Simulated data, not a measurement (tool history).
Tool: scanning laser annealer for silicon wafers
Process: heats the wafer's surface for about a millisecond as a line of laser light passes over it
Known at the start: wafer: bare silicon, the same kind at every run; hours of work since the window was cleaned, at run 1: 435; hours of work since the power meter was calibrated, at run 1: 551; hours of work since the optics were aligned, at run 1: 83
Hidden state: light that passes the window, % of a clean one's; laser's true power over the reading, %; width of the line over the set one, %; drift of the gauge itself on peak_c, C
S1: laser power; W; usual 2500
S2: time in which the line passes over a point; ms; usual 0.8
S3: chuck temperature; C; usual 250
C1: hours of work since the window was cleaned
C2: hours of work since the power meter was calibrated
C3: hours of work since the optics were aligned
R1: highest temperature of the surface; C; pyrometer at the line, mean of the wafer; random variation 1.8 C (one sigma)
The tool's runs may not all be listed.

| run | hour | S1 | S2 | S3 | C1 | C2 | C3 | R1 |
|---|---|---|---|---|---|---|---|---|
| 1 | 0 | 2500 | 0.8 | 250 | 435 | 551 | 83 | 1023 |
| 2 | 18.9 | 2500 | 0.983 | 250 | 447 | 562 | 94 | 1117 |
| 3 | 40.8 | 2500 | 0.983 | 250 | 460 | 576 | 107 | 1115 |
| 4 | 53.5 | 2500 | 0.983 | 250 | 468 | 583 | 115 | 1117 |
| 5 | 69.6 | 2500 | 0.983 | 250 | 477 | 593 | 125 | 1116 |
| 6 | 88.3 | 2500 | 0.983 | 250 | 489 | 604 | 136 | 1115 |
| 7 | 101.9 | 2500 | 0.983 | 250 | 497 | 613 | 144 | 1115 |
| 8 | 121.8 | 2500 | 0.983 | 250 | 509 | 625 | 156 | 1114 |
| 9 | 132.6 | 2500 | 0.592 | 250 | 515 | 631 | 163 | 901 |
| 10 | 146.6 | 2500 | 0.592 | 250 | 524 | 640 | 171 | 901 |
| 11 | 169.1 | 2500 | 0.592 | 250 | 538 | 653 | 185 | 902 |
| 12 | 188.7 | 2500 | 0.592 | 250 | 549 | 665 | 197 | 901 |
| 13 | 200.5 | 2150 | 0.663 | 289 | 556 | 672 | 204 | 872 |
| 14 | 223.1 | 2198 | 0.759 | 250 | 570 | 686 | 218 | 892 |
| 15 | 234.8 | 2198 | 0.759 | 250 | 577 | 693 | 225 | 892 |

Forecast run 16:
| 16 | 251.4 | 2198 | 0.759 | 250 | 587 | 703 | 235 | ? |

R1: 893 C
Without the tool's hidden state the same run would have given R1 893 C.

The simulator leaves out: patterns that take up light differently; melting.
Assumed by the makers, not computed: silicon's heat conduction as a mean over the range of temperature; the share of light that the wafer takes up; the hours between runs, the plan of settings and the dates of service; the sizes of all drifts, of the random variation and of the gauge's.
